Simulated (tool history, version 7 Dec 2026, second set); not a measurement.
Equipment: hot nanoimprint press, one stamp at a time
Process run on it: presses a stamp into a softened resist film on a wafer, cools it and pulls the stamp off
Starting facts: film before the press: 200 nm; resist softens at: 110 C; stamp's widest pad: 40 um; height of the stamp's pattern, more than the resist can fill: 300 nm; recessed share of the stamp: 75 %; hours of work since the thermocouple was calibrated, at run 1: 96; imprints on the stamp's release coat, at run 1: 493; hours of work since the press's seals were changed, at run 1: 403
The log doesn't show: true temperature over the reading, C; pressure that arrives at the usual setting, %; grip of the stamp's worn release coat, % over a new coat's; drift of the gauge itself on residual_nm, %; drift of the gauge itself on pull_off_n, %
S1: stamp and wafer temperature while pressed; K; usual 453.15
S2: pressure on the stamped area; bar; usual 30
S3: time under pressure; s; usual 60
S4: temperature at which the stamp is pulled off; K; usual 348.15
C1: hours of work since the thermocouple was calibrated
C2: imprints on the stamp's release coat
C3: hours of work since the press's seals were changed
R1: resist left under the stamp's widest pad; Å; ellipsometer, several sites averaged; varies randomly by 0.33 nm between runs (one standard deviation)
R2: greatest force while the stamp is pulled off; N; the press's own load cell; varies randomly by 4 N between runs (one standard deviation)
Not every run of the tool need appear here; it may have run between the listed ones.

run,hour,S1,S2,S3,S4,C1,C2,C3,R1,R2
1,0,453.15,30,60,348.15,96,493,403,1161,200
2,28.8,453.15,30,60,348.15,109,580,416,1170,200
3,45.8,453.15,30,60,348.15,116,631,423,1161,189
4,76.1,453.15,30,60,348.15,129,722,436,1166,199
5,109.8,453.15,30,60,348.15,144,824,451,1161,199
6,134.2,453.15,30,60,348.15,154,897,461,1155,198
7,170.5,453.15,30,60,348.15,170,1006,477,1161,187
8,203.1,446.15,30,60,348.15,184,1104,491,1485,198
9,240,446.15,30,60,348.15,200,1215,507,1488,203
10,261.5,446.15,30,60,348.15,209,1280,516,1485,193
11,290,446.15,30,60,348.15,222,1366,529,1489,199
12,305.6,446.15,30,60,348.15,228,1413,535,1486,195
13,324.8,446.15,30,60,348.15,237,1471,544,1480,200
14,353.1,446.15,30,60,348.15,249,1556,556,1484,202
15,386.2,453.15,30,47,348.15,263,1655,570,1238,197
16,413.9,453.15,30,47,348.15,275,1739,582,1236,191
17,440.6,453.15,32.3,60,336.15,287,1819,594,1116,255
# hour 453.6: stamp cleaned and given a new release coat
18,473,453.15,32.3,60,336.15,298,58,605,1116,253
# hour 486.7: gauge calibrated
19,490.7,459.15,19,60,349.15,306,112,613,1090,188
20,508.4,453.15,44.5,60,339.15,313,165,620,1002,241
21,540.4,460.15,44.5,60,348.15,327,261,634,718,189
22,560.1,454.15,30,48,347.15,336,321,643,1196,193
23,582.9,454.15,30,48,347.15,345,389,652,1204,198
24,607.8,459.15,30,113,354.15,356,464,663,693,166
25,625.3,453.15,47.1,60,348.15,364,517,671,976,203
26,661.7,450.15,32.1,60,350.15,379,626,686,1274,188
27,681.9,453.15,21,117,350.15,388,687,695,1056,187
28,700.8,455.15,23.6,50,350.15,396,744,703,1233,184
29,733.6,455.15,34.4,50,350.15,411,842,718,1071,185
30,770.2,463.15,21.7,33,348.15,426,952,733,1071,195

Predict each of these 3 candidate next runs independently; none follows another, all start after run 30:
A,791.3,456.15,19,33,351.15,435,1016,742,?,?
B,791.3,463.15,21.7,45,349.15,435,1016,742,?,?
C,791.3,448.15,21.7,47,339.15,435,1016,742,?,?

run,R1,R2
A,1420,185
B,957,194
C,1580,232
Without the tool's hidden state the same runs would have given:
run,R1,R2
A,1439,184
B,970,192
C,1601,230
